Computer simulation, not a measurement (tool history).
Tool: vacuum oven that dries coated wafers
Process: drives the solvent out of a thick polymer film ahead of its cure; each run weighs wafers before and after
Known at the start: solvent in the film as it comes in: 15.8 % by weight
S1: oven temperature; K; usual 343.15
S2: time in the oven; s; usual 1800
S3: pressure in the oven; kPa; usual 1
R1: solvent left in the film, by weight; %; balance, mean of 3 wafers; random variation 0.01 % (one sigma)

{"run": 1, "hour": 0.0, "S1": 343.15, "S2": 1800, "S3": 1, "R1": 1.53}
{"run": 2, "hour": 9.3, "S1": 343.15, "S2": 1800, "S3": 1, "R1": 1.5}
{"run": 3, "hour": 26.5, "S1": 343.15, "S2": 1800, "S3": 1, "R1": 1.51}
{"run": 4, "hour": 38.6, "S1": 343.15, "S2": 1800, "S3": 3.6, "R1": 2.44}
{"run": 5, "hour": 50.4, "S1": 343.15, "S2": 1800, "S3": 3.6, "R1": 2.42}
{"run": 6, "hour": 61.8, "S1": 343.15, "S2": 1800, "S3": 3.6, "R1": 2.42}
{"run": 7, "hour": 70.5, "S1": 343.15, "S2": 1800, "S3": 3.6, "R1": 2.44}
{"run": 8, "hour": 85.3, "S1": 343.15, "S2": 1800, "S3": 3.13, "R1": 2.28}
{"run": 9, "hour": 104.7, "S1": 341.15, "S2": 1800, "S3": 1, "R1": 1.84}
{"run": 10, "hour": 116.8, "S1": 341.15, "S2": 1800, "S3": 1, "R1": 1.86}
{"run": 11, "hour": 126.3, "S1": 344.15, "S2": 1800, "S3": 1, "R1": 1.37}
{"run": 12, "hour": 135.5, "S1": 336.15, "S2": 1800, "S3": 1, "R1": 2.89}
{"run": 13, "hour": 153.8, "S1": 343.15, "S2": 1800, "S3": 1, "R1": 1.5}
{"run": 14, "hour": 163.0, "S1": 331.15, "S2": 1800, "S3": 1, "R1": 4.15}
{"run": 15, "hour": 177.5, "S1": 331.15, "S2": 1800, "S3": 1, "R1": 4.15}
{"run": 16, "hour": 195.5, "S1": 331.15, "S2": 1800, "S3": 1, "R1": 4.16}
{"run": 17, "hour": 204.8, "S1": 331.15, "S2": 1800, "S3": 1, "R1": 4.14}
{"run": 18, "hour": 217.8, "S1": 343.15, "S2": 1800, "S3": 1, "R1": 1.52}
{"run": 19, "hour": 232.7, "S1": 343.15, "S2": 1320, "S3": 1, "R1": 2.53}
{"run": 20, "hour": 250.3, "S1": 343.15, "S2": 1800, "S3": 1.62, "R1": 1.74}
{"run": 21, "hour": 269.0, "S1": 343.15, "S2": 1800, "S3": 0.51, "R1": 1.32}
{"run": 22, "hour": 285.8, "S1": 343.15, "S2": 2460, "S3": 1, "R1": 0.85}
{"run": 23, "hour": 296.2, "S1": 343.15, "S2": 1800, "S3": 1, "R1": 1.52}
{"run": 24, "hour": 314.9, "S1": 343.15, "S2": 1800, "S3": 1, "R1": 1.5}
{"run": 25, "hour": 333.7, "S1": 343.15, "S2": 1800, "S3": 1, "R1": 1.51}
{"run": 26, "hour": 345.5, "S1": 343.15, "S2": 1800, "S3": 1.39, "R1": 1.65}
{"run": 27, "hour": 363.2, "S1": 339.15, "S2": 3120, "S3": 1.39, "R1": 1.05}
{"run": 28, "hour": 378.5, "S1": 343.15, "S2": 3000, "S3": 1.85, "R1": 0.93}
{"run": 29, "hour": 388.1, "S1": 343.15, "S2": 3000, "S3": 1.85, "R1": 0.95}
{"run": 30, "hour": 407.9, "S1": 356.15, "S2": 1620, "S3": 1, "R1": 0.4}
{"run": 31, "hour": 417.9, "S1": 356.15, "S2": 1260, "S3": 0.86, "R1": 0.69}
{"run": 32, "hour": 432.3, "S1": 339.15, "S2": 1020, "S3": 2.1, "R1": 4.93}
{"run": 33, "hour": 450.1, "S1": 343.15, "S2": 1620, "S3": 1, "R1": 1.83}
{"run": 34, "hour": 458.6, "S1": 341.15, "S2": 1800, "S3": 0.67, "R1": 1.71}
{"run": 35, "hour": 466.8, "S1": 343.15, "S2": 1440, "S3": 1, "R1": 2.2}
{"run": 36, "hour": 484.1, "S1": 342.15, "S2": 1800, "S3": 1, "R1": 1.69}
{"run": 37, "hour": 496.9, "S1": 352.15, "S2": 1800, "S3": 2.27, "R1": 0.86}
{"run": 38, "hour": 511.9, "S1": 328.15, "S2": 1320, "S3": 1, "R1": 6.33}
{"run": 39, "hour": 526.1, "S1": 332.15, "S2": 1140, "S3": 1, "R1": 5.94}
{"run": 40, "hour": 539.9, "S1": 355.15, "S2": 1980, "S3": 1.26, "R1": 0.38}
{"run": 41, "hour": 556.1, "S1": 351.15, "S2": 2160, "S3": 1.26, "R1": 0.51}
{"run": 42, "hour": 571.3, "S1": 347.15, "S2": 1140, "S3": 0.56, "R1": 2.13}
{"run": 43, "hour": 586.5, "S1": 347.15, "S2": 1140, "S3": 0.56, "R1": 2.12}
{"run": 44, "hour": 601.1, "S1": 343.15, "S2": 2880, "S3": 1.76, "R1": 0.94}
{"run": 45, "hour": 616.6, "S1": 354.15, "S2": 2880, "S3": 1.76, "R1": 0.45}
{"run": 46, "hour": 625.7, "S1": 339.15, "S2": 2880, "S3": 2.05, "R1": 1.48}
{"run": 47, "hour": 637.6, "S1": 339.15, "S2": 2880, "S3": 0.71, "R1": 0.87}

Forecast each of these 3 alternatives for the next run:
{"run": "A", "hour": 647.2, "S1": 339.15, "S2": 2880, "S3": 2.45, "R1": "?"}
{"run": "B", "hour": 647.2, "S1": 344.15, "S2": 2880, "S3": 0.71, "R1": "?"}
{"run": "C", "hour": 647.2, "S1": 343.15, "S2": 2400, "S3": 1, "R1": "?"}

run=A R1=1.64
run=B R1=0.48
run=C R1=0.88
Without the tool's hidden state the same runs would have given:
run=A R1=1.64
run=B R1=0.48
run=C R1=0.88
